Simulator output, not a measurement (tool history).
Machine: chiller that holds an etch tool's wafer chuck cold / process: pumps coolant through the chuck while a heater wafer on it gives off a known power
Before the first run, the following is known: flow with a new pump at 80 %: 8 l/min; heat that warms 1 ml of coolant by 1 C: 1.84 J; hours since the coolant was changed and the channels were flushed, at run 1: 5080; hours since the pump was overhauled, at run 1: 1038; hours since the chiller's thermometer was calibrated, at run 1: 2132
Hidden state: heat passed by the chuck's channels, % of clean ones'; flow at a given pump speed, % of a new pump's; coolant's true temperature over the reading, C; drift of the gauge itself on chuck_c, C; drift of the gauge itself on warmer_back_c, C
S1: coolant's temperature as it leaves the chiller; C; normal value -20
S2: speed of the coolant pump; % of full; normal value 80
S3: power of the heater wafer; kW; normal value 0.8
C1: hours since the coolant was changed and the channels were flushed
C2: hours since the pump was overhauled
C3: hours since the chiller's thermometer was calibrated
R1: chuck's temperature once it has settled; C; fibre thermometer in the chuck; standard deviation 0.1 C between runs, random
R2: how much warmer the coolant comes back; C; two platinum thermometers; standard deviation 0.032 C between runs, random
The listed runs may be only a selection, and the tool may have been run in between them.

run 1 hour=0 | S1=-20 S2=80 S3=0.8 | C1=5080 C2=1038 C3=2132 | R1=-13.5 R2=3.26
run 2 hour=21.4 | S1=-29 S2=80 S3=0.8 | C1=5101 C2=1060 C3=2153 | R1=-22.4 R2=3.32
run 3 hour=45.9 | S1=-20 S2=89 S3=0.8 | C1=5125 C2=1084 C3=2178 | R1=-13.8 R2=3.03
run 4 hour=75.8 | S1=-20 S2=89 S3=0.8 | C1=5155 C2=1114 C3=2208 | R1=-13.9 R2=2.98
run 5 hour=91.9 | S1=-20 S2=80 S3=0.8 | C1=5171 C2=1130 C3=2224 | R1=-13.4 R2=3.29
run 6 hour=113.5 | S1=-20 S2=80 S3=0.518 | C1=5193 C2=1152 C3=2245 | R1=-15.7 R2=2.15
run 7 hour=134.8 | S1=-20 S2=80 S3=0.696 | C1=5214 C2=1173 C3=2267 | R1=-14.3 R2=2.89
run 8 hour=152.6 | S1=-20 S2=80 S3=0.696 | C1=5232 C2=1191 C3=2284 | R1=-14.1 R2=2.9
-- hour=159.2 coolant pump overhauled
run 9 hour=181.5 | S1=-20 S2=80 S3=0.696 | C1=5256 C2=22 C3=2308 | R1=-14.4 R2=2.86
run 10 hour=197.2 | S1=-20 S2=80 S3=0.696 | C1=5272 C2=38 C3=2324 | R1=-14.1 R2=2.9
run 11 hour=219.9 | S1=-20 S2=80 S3=0.696 | C1=5294 C2=61 C3=2347 | R1=-14.2 R2=2.9
run 12 hour=240.3 | S1=-20 S2=80 S3=0.696 | C1=5315 C2=81 C3=2367 | R1=-14.3 R2=2.91
run 13 hour=264.2 | S1=-13 S2=62 S3=0.934 | C1=5339 C2=105 C3=2391 | R1=-3.7 R2=5.04
run 14 hour=294.1 | S1=-13 S2=62 S3=0.934 | C1=5369 C2=135 C3=2421 | R1=-3.8 R2=4.9
run 15 hour=328.1 | S1=-14 S2=80 S3=0.74 | C1=5403 C2=169 C3=2455 | R1=-7.6 R2=3.03
-- hour=349.3 coolant pump overhauled, once more
run 16 hour=358.6 | S1=-17 S2=72 S3=0.8 | C1=5428 C2=9 C3=2480 | R1=-10 R2=3.61
run 17 hour=385.9 | S1=-14 S2=68 S3=0.584 | C1=5455 C2=37 C3=2508 | R1=-8.7 R2=2.82
run 18 hour=414.9 | S1=-16 S2=97 S3=0.925 | C1=5484 C2=66 C3=2537 | R1=-9.2 R2=3.03
run 19 hour=432.2 | S1=-16 S2=97 S3=0.925 | C1=5502 C2=83 C3=2554 | R1=-9.2 R2=3.02

Below are 3 alternative next runs, each starting from the tool's condition after run 19. Predict each:
run A hour=450.9 | S1=-21 S2=74 S3=0.925 | C1=5521 C2=102 C3=2573 | R1=? R2=?
run B hour=450.9 | S1=-17 S2=77 S3=0.8 | C1=5521 C2=102 C3=2573 | R1=? R2=?
run C hour=450.9 | S1=-20 S2=75 S3=0.8 | C1=5521 C2=102 C3=2573 | R1=? R2=?

run=A R1=-13.1 R2=4.08
run=B R1=-10.3 R2=3.36
run=C R1=-13.2 R2=3.47
Without the tool's unlogged condition, the same runs would have read:
run=A R1=-13.9 R2=4.1
run=B R1=-11 R2=3.37
run=C R1=-13.9 R2=3.49

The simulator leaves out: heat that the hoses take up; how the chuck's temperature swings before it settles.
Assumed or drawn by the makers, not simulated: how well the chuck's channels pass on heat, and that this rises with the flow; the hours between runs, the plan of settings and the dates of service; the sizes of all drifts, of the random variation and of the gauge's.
